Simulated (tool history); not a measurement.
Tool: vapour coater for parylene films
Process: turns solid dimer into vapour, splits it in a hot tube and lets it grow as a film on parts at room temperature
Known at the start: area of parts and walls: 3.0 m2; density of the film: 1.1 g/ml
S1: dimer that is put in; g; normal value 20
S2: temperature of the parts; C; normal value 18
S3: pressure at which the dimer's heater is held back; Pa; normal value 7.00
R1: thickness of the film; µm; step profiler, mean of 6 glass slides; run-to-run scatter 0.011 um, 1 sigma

run 1 day=0.000 | S1=20 S2=18 S3=7.00 | R1=3.30
run 2 day=0.671 | S1=20 S2=18 S3=7.00 | R1=3.27
run 3 day=1.375 | S1=20 S2=18 S3=7.00 | R1=3.26
run 4 day=2.742 | S1=20 S2=18 S3=7.00 | R1=3.24
run 5 day=3.504 | S1=32 S2=18 S3=7.00 | R1=5.18
run 6 day=4.862 | S1=15 S2=18 S3=7.00 | R1=2.41
-- day=5.121 trap's valve overhauled
run 7 day=6.467 | S1=15 S2=18 S3=7.00 | R1=2.60
run 8 day=7.671 | S1=20 S2=17 S3=7.00 | R1=3.54
run 9 day=8.529 | S1=33 S2=18 S3=7.00 | R1=5.69
run 10 day=9.804 | S1=33 S2=18 S3=7.00 | R1=5.65
run 11 day=11.183 | S1=20 S2=18 S3=4.78 | R1=3.71
run 12 day=11.850 | S1=20 S2=18 S3=4.78 | R1=3.69
run 13 day=13.004 | S1=20 S2=18 S3=4.78 | R1=3.66
run 14 day=14.367 | S1=20 S2=28 S3=2.25 | R1=3.33
run 15 day=15.800 | S1=20 S2=28 S3=2.25 | R1=3.29
run 16 day=16.433 | S1=20 S2=28 S3=2.25 | R1=3.29
run 17 day=17.729 | S1=19 S2=18 S3=7.15 | R1=3.10
run 18 day=18.442 | S1=11 S2=18 S3=7.15 | R1=1.78
-- day=19.567 trap's valve overhauled
run 19 day=19.833 | S1=11 S2=18 S3=7.15 | R1=1.91
run 20 day=21.158 | S1=11 S2=18 S3=7.15 | R1=1.90
run 21 day=21.933 | S1=14 S2=18 S3=2.54 | R1=3.04
run 22 day=22.642 | S1=9 S2=15 S3=2.69 | R1=2.07
run 23 day=23.708 | S1=17 S2=22 S3=2.69 | R1=3.27
run 24 day=24.712 | S1=13 S2=18 S3=7.00 | R1=2.21
run 25 day=25.554 | S1=9 S2=18 S3=2.76 | R1=1.89
run 26 day=26.850 | S1=9 S2=18 S3=2.09 | R1=2.00

Each run again, without the hidden state but with its own random variation kept:
What the log doesn't record here: vapour lost through the trap's worn valve, %; true temperature of the parts over the reading, C; drift of the gauge itself on film_um, %.
run=1 R1=3.49
run=2 R1=3.47
run=3 R1=3.48
run=4 R1=3.47
run=5 R1=5.58
run=6 R1=2.62
run=7 R1=2.60
run=8 R1=3.56
run=9 R1=5.75
run=10 R1=5.75
run=11 R1=3.80
run=12 R1=3.79
run=13 R1=3.79
run=14 R1=3.47
run=15 R1=3.46
run=16 R1=3.46
run=17 R1=3.29
run=18 R1=1.90
run=19 R1=1.90
run=20 R1=1.90
run=21 R1=3.05
run=22 R1=2.09
run=23 R1=3.31
run=24 R1=2.25
run=25 R1=1.93
run=26 R1=2.06
